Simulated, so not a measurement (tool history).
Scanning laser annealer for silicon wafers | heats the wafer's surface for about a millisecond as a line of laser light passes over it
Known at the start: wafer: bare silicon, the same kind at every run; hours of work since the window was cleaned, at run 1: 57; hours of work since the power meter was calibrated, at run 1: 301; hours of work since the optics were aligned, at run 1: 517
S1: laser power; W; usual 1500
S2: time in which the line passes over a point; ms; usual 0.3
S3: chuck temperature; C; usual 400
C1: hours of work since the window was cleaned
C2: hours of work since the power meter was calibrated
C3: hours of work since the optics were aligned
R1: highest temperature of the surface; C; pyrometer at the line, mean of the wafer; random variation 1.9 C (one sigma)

run,hour,S1,S2,S3,C1,C2,C3,R1
1,0,1500,0.3,400,57,301,517,1164
2,49,1500,0.259,400,79,323,538,1108
3,99.3,1500,0.259,400,102,346,561,1108
4,123.7,1500,0.259,400,113,357,572,1107
5,169.1,1500,0.3,370,133,377,592,1129
6,216,1500,0.3,400,154,398,613,1158
7,248.8,1500,0.3,400,168,412,627,1155
8,299.1,1500,0.3,400,191,435,650,1157
9,328.6,1500,0.3,400,204,448,663,1157
10,372.5,1567,0.3,400,223,467,682,1203
11,418.8,1567,0.3,400,244,488,703,1199
12,452.4,1567,0.3,400,259,503,718,1201
13,481.2,1431,0.3,400,272,516,731,1107
14,507.3,1500,0.239,400,283,527,742,1074
15,534.7,1500,0.3,400,296,540,755,1155
# hour 544.5: optics aligned, line set to its width
16,581.7,1500,0.3,387,314,558,17,1140
17,612.5,1500,0.3,387,328,572,30,1137
18,634.9,1528,0.3,400,338,582,40,1169
# hour 690.1: optics aligned, line set to its width, once more
19,691.5,1528,0.3,400,361,605,1,1173
20,736.5,1528,0.3,400,381,625,21,1176
21,782.4,1528,0.3,400,401,645,41,1176
22,821,1500,0.295,400,419,663,58,1147
23,865.5,1430,0.358,400,438,682,78,1179
24,903.1,1491,0.377,398,455,699,95,1237
25,937.1,1396,0.3,369,470,714,110,1059
26,963.7,1500,0.3,393,482,726,122,1149
27,1005.6,1325,0.3,393,501,745,141,1034
28,1040.7,1456,0.215,434,516,760,156,1043
29,1086.8,1456,0.215,434,537,781,177,1044

The next listed run, before its measurement:
30,1120,1367,0.349,418,552,796,192,?

R1: 1138 C
Without the tool's hidden state the same run would have given R1 1161 C.
